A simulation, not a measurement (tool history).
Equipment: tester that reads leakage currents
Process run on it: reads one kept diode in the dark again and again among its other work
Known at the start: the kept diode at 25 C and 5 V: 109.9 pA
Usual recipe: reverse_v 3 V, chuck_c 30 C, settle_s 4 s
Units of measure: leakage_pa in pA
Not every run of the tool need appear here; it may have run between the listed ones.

| run | hour | reverse_v | chuck_c | settle_s | leakage_pa |
|---|---|---|---|---|---|
| 1 | 0 | 3 | 30 | 4 | 129.62 |
| 2 | 65.7 | 3 | 30 | 4 | 129.05 |
| 3 | 100.7 | 1.38 | 30 | 4 | 80.71 |
| 4 | 177.1 | 6.75 | 30 | 4 | 213.91 |
| 5 | 255.7 | 3 | 30 | 4 | 129.17 |
| 6 | 324.7 | 3 | 30 | 4 | 128.71 |
| 7 | 397.1 | 3 | 30 | 4 | 129.27 |
| 8 | 478.9 | 3 | 30 | 4 | 129 |
| 9 | 562.2 | 3 | 30 | 4 | 129.18 |
|  | 644 | probe card cleaned and baked |
| 10 | 648.9 | 3 | 30 | 4 | 122.02 |
| 11 | 729.4 | 3 | 30 | 2.39 | 122.41 |
| 12 | 781 | 3 | 30 | 2.39 | 121.97 |
|  | 838.4 | chuck's temperature calibrated |
| 13 | 854.1 | 3 | 43 | 2.39 | 400.22 |
| 14 | 914.3 | 3 | 28 | 4 | 106.71 |
| 15 | 971.4 | 3 | 28 | 4 | 107.55 |
| 16 | 1033.8 | 3 | 28 | 4 | 107.3 |
| 17 | 1077.2 | 3 | 30 | 4 | 127.79 |
| 18 | 1154.8 | 3 | 30 | 4 | 128.76 |
| 19 | 1212.5 | 3 | 30 | 4 | 128.23 |
| 20 | 1285.6 | 3 | 30 | 0.83 | 130.26 |
| 21 | 1368.4 | 3 | 30 | 0.83 | 130.58 |
| 22 | 1443.3 | 3 | 30 | 8.81 | 127.64 |
| 23 | 1498.3 | 3 | 30 | 8.81 | 128.63 |
| 24 | 1578.8 | 1.56 | 53 | 2.7 | 605.05 |
| 25 | 1621.1 | 1.56 | 33 | 0.34 | 115.02 |
| 26 | 1684.2 | 2.28 | 30 | 1.79 | 109.38 |
|  | 1689.8 | tester calibrated |
| 27 | 1723.7 | 2.28 | 30 | 1.79 | 109.26 |
| 28 | 1799.2 | 2.28 | 30 | 1.79 | 109.19 |
| 29 | 1881.7 | 3 | 37 | 1.67 | 237.66 |
|  | 1967.6 | tester calibrated, once more |
| 30 | 1967.6 | 3 | 24 | 1.01 | 75.01 |
| 31 | 2028.9 | 1.93 | 28 | 6.15 | 81.44 |
| 32 | 2083.5 | 1.93 | 28 | 6.15 | 81.28 |
| 33 | 2139.4 | 1.93 | 28 | 6.15 | 81.34 |
| 34 | 2217.2 | 8.48 | 28 | 6.11 | 200.7 |
| 35 | 2267.7 | 16.4 | 36 | 0.69 | 607.27 |
| 36 | 2306.4 | 6.78 | 36 | 0.74 | 354.05 |
| 37 | 2383.8 | 3 | 44 | 4 | 420.03 |
| 38 | 2442.1 | 6.1 | 54 | 6.77 | 1432.12 |
| 39 | 2489.1 | 3.21 | 42 | 1.41 | 373.1 |

4 options for the next run, each taken on its own from the tool as it stands now. Forecast them:
| A | 2573.5 | 4.45 | 42 | 2.64 | ? |
| B | 2573.5 | 3 | 44 | 0.46 | ? |
| C | 2573.5 | 3 | 30 | 0.9 | ? |
| D | 2573.5 | 7.11 | 54 | 0.38 | ? |

| run | leakage_pa |
|---|---|
| A | 453.01 |
| B | 423.11 |
| C | 127.87 |
| D | 1578.2 |
Had the tool no hidden state, the same runs would have come out as:
| run | leakage_pa |
|---|---|
| A | 469.12 |
| B | 439.6 |
| C | 130.16 |
| D | 1641.35 |
